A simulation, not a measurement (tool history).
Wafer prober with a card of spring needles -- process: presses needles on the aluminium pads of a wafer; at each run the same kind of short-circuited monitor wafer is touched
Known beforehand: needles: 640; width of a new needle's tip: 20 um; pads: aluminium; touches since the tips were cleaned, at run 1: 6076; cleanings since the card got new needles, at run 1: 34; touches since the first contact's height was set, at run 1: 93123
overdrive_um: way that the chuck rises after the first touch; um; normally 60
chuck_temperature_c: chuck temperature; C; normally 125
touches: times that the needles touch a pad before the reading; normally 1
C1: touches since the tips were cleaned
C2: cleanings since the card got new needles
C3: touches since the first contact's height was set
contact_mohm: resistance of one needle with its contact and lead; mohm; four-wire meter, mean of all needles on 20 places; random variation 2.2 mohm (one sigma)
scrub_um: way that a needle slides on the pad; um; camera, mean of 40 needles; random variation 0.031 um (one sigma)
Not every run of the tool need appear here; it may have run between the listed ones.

{"run": 1, "day": 0.0, "overdrive_um": 60, "chuck_temperature_c": 125, "touches": 1, "C1": 6076, "C2": 34, "C3": 93123, "contact_mohm": 344, "scrub_um": 7.64}
{"day": 0.538, "done": "tips cleaned on abrasive film"}
{"run": 2, "day": 1.729, "overdrive_um": 60, "chuck_temperature_c": 125, "touches": 1, "C1": 6940, "C2": 35, "C3": 103157, "contact_mohm": 341, "scrub_um": 7.63}
{"day": 2.229, "done": "tips cleaned on abrasive film"}
{"run": 3, "day": 3.238, "overdrive_um": 71, "chuck_temperature_c": 125, "touches": 1, "C1": 5864, "C2": 36, "C3": 111885, "contact_mohm": 314, "scrub_um": 9.02}
{"day": 3.9, "done": "tips cleaned on abrasive film"}
{"run": 4, "day": 4.354, "overdrive_um": 71, "chuck_temperature_c": 125, "touches": 1, "C1": 2632, "C2": 37, "C3": 118346, "contact_mohm": 289, "scrub_um": 9.0}
{"day": 5.317, "done": "height of the first contact set anew"}
{"day": 5.467, "done": "tips cleaned on abrasive film"}
{"run": 5, "day": 5.571, "overdrive_um": 60, "chuck_temperature_c": 125, "touches": 3, "C1": 601, "C2": 38, "C3": 1444, "contact_mohm": 247, "scrub_um": 7.72}
{"run": 6, "day": 6.508, "overdrive_um": 60, "chuck_temperature_c": 125, "touches": 3, "C1": 6052, "C2": 38, "C3": 6895, "contact_mohm": 280, "scrub_um": 7.74}
{"day": 7.142, "done": "tips cleaned on abrasive film"}
{"run": 7, "day": 7.404, "overdrive_um": 60, "chuck_temperature_c": 125, "touches": 1, "C1": 1536, "C2": 39, "C3": 12073, "contact_mohm": 300, "scrub_um": 7.69}
{"day": 8.812, "done": "tips cleaned on abrasive film"}
{"run": 8, "day": 8.988, "overdrive_um": 60, "chuck_temperature_c": 125, "touches": 1, "C1": 1026, "C2": 40, "C3": 21247, "contact_mohm": 284, "scrub_um": 7.64}
{"run": 9, "day": 10.25, "overdrive_um": 68, "chuck_temperature_c": 125, "touches": 1, "C1": 8370, "C2": 40, "C3": 28591, "contact_mohm": 318, "scrub_um": 8.66}
{"day": 10.442, "done": "tips cleaned on abrasive film"}
{"run": 10, "day": 11.758, "overdrive_um": 68, "chuck_temperature_c": 83, "touches": 1, "C1": 7655, "C2": 41, "C3": 37327, "contact_mohm": 318, "scrub_um": 8.73}
{"day": 12.062, "done": "tips cleaned on abrasive film"}
{"run": 11, "day": 12.879, "overdrive_um": 70, "chuck_temperature_c": 32, "touches": 2, "C1": 4748, "C2": 42, "C3": 43807, "contact_mohm": 266, "scrub_um": 8.98}
{"day": 13.683, "done": "tips cleaned on abrasive film"}
{"run": 12, "day": 14.383, "overdrive_um": 60, "chuck_temperature_c": 29, "touches": 2, "C1": 4071, "C2": 43, "C3": 52520, "contact_mohm": 278, "scrub_um": 7.71}
{"day": 15.229, "done": "tips cleaned on abrasive film"}
{"run": 13, "day": 16.0, "overdrive_um": 72, "chuck_temperature_c": 29, "touches": 2, "C1": 4475, "C2": 44, "C3": 61899, "contact_mohm": 264, "scrub_um": 9.23}
{"day": 16.825, "done": "tips cleaned on abrasive film"}
{"run": 14, "day": 17.567, "overdrive_um": 60, "chuck_temperature_c": 30, "touches": 2, "C1": 4293, "C2": 45, "C3": 70962, "contact_mohm": 282, "scrub_um": 7.64}

For run 15, what comes out?
{"day": 18.446, "done": "tips cleaned on abrasive film"}
{"run": 15, "day": 19.229, "overdrive_um": 46, "chuck_temperature_c": 125, "touches": 1, "C1": 4557, "C2": 46, "C3": 80614, "contact_mohm": "?", "scrub_um": "?"}

{"run 15": {"contact_mohm": 407, "scrub_um": 5.82}}
The same run, on a tool lacking any hidden state, would have yielded contact_mohm 246 mohm, scrub_um 5.94 um.
